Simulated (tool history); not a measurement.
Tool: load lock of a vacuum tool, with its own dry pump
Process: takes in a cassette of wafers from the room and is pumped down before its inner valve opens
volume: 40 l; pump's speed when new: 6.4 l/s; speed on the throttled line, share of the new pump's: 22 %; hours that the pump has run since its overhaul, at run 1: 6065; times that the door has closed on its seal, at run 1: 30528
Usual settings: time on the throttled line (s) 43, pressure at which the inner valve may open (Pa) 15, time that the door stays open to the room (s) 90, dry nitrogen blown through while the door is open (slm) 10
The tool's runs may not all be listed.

| run | hour | time on the throttled line (s) | pressure at which the inner valve may open (Pa) | time that the door stays open to the room (s) | dry nitrogen blown through while the door is open (slm) | hours that the pump has run since its overhaul | times that the door has closed on its seal | incoming humidity of the room's air, % | time from the closed door until the inner valve may open (s) | rise of the pressure with all valves shut (Pa/min) |
|---|---|---|---|---|---|---|---|---|---|---|
| 1 | 0 | 43 | 15 | 90 | 10 | 6065 | 30528 | 43.6 | 90.6 | 0.156 |
| 2 | 265.2 | 43 | 15 | 90 | 23 | 6330 | 31630 | 44.6 | 90.3 | 0.152 |
| 3 | 520.4 | 43 | 15 | 38 | 10 | 6585 | 32690 | 42.9 | 91 | 0.15 |
| 4 | 762 | 43 | 15 | 38 | 10 | 6827 | 33694 | 43.3 | 90.8 | 0.157 |
| 5 | 1001.6 | 43 | 15 | 38 | 10 | 7066 | 34689 | 44.4 | 91.7 | 0.163 |
| 6 | 1166.8 | 77 | 15 | 90 | 10 | 7232 | 35375 | 44.4 | 117.3 | 0.187 |
| 7 | 1504.6 | 43 | 15 | 56 | 10 | 7569 | 36779 | 45 | 91.3 | 0.191 |
| 8 | 1848.9 | 43 | 15 | 56 | 10 | 7914 | 38209 | 40.5 | 91.1 | 0.193 |
| 9 | 2101.6 | 43 | 15 | 90 | 10 | 8166 | 39259 | 46.7 | 90.8 | 0.213 |
| 10 | 2435.9 | 43 | 15 | 90 | 10 | 8501 | 40648 | 44.4 | 91.3 | 0.227 |
| 11 | 2612.4 | 43 | 15 | 90 | 10 | 8677 | 41381 | 41.7 | 92.5 | 0.226 |
| 12 | 2827.9 | 65 | 15 | 90 | 20 | 8893 | 42276 | 44.7 | 107.7 | 0.226 |
| 13 | 3166.9 | 43 | 11 | 94 | 10 | 9232 | 43685 | 44.8 | 93.2 | 0.251 |
| 14 | 3465.7 | 83 | 25 | 94 | 6 | 9530 | 44926 | 43.9 | 118.5 | 0.26 |
| 15 | 3607.4 | 64 | 15 | 90 | 10 | 9672 | 45515 | 43.9 | 109.6 | 0.257 |
| 16 | 3775.6 | 49 | 15 | 204 | 10 | 9840 | 46214 | 43.8 | 97.9 | 0.29 |
| 17 | 4119 | 42 | 15 | 90 | 9 | 10184 | 47640 | 45.2 | 92.8 | 0.271 |
| 18 | 4452.7 | 59 | 15 | 41 | 11 | 10517 | 49027 | 43.5 | 104.1 | 0.27 |

Run 19 comes next. What will it give?
| 19 | 4710.7 | 43 | 15 | 63 | 33 | 10776 | 50099 | 44.3 | ? | ? |

time from the closed door until the inner valve may open (s): 91.8
rise of the pressure with all valves shut (Pa/min): 0.264
Without the tool's hidden state the same run would have given time from the closed door until the inner valve may open (s) 88.1, rise of the pressure with all valves shut (Pa/min) 0.019.
